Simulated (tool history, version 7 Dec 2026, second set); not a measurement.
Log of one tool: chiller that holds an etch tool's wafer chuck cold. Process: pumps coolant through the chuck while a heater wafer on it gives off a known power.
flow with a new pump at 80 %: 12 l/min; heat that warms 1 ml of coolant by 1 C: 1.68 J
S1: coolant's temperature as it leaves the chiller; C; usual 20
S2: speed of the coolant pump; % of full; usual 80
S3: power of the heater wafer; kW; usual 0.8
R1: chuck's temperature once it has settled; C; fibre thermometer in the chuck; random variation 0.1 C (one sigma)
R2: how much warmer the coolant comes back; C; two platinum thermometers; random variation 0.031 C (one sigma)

run 1 hour=0 | S1=20 S2=80 S3=0.8 | R1=26.4 R2=2.35
run 2 hour=29.6 | S1=20 S2=80 S3=0.544 | R1=24.3 R2=1.63
run 3 hour=59.4 | S1=20 S2=80 S3=0.8 | R1=26.3 R2=2.38
run 4 hour=115 | S1=20 S2=80 S3=0.8 | R1=26.2 R2=2.38
run 5 hour=137.5 | S1=18 S2=80 S3=0.8 | R1=24.5 R2=2.46
run 6 hour=162.6 | S1=18 S2=80 S3=0.8 | R1=24.3 R2=2.49
run 7 hour=204.6 | S1=20 S2=80 S3=0.8 | R1=26.4 R2=2.45
run 8 hour=234.7 | S1=20 S2=80 S3=0.8 | R1=26.3 R2=2.44
run 9 hour=290.6 | S1=20 S2=60 S3=0.8 | R1=28 R2=3.36
run 10 hour=316.4 | S1=20 S2=60 S3=0.8 | R1=27.7 R2=3.41
run 11 hour=360.8 | S1=20 S2=60 S3=0.8 | R1=27.7 R2=3.45
run 12 hour=410.9 | S1=13 S2=93 S3=0.821 | R1=18.8 R2=2.3
run 13 hour=458.2 | S1=13 S2=70 S3=0.851 | R1=20.3 R2=3.14
run 14 hour=502.6 | S1=14 S2=96 S3=0.598 | R1=18.2 R2=1.76
run 15 hour=539.5 | S1=14 S2=96 S3=0.598 | R1=18.2 R2=1.75
run 16 hour=587.1 | S1=14 S2=70 S3=0.598 | R1=19.2 R2=2.38
run 17 hour=641 | S1=14 S2=70 S3=0.598 | R1=19.3 R2=2.4
run 18 hour=686.7 | S1=12 S2=69 S3=0.628 | R1=17.5 R2=2.56

Forecast each of these 3 alternatives for the next run:
run A hour=721.9 | S1=20 S2=60 S3=0.8 | R1=? R2=?
run B hour=721.9 | S1=12 S2=87 S3=0.8 | R1=? R2=?
run C hour=721.9 | S1=12 S2=61 S3=0.628 | R1=? R2=?

run=A R1=27.9 R2=3.59
run=B R1=18.2 R2=2.56
run=C R1=18 R2=2.88
Without the tool's hidden state the same runs would have given:
run=A R1=27.8 R2=3.21
run=B R1=18.2 R2=2.19
run=C R1=18 R2=2.5
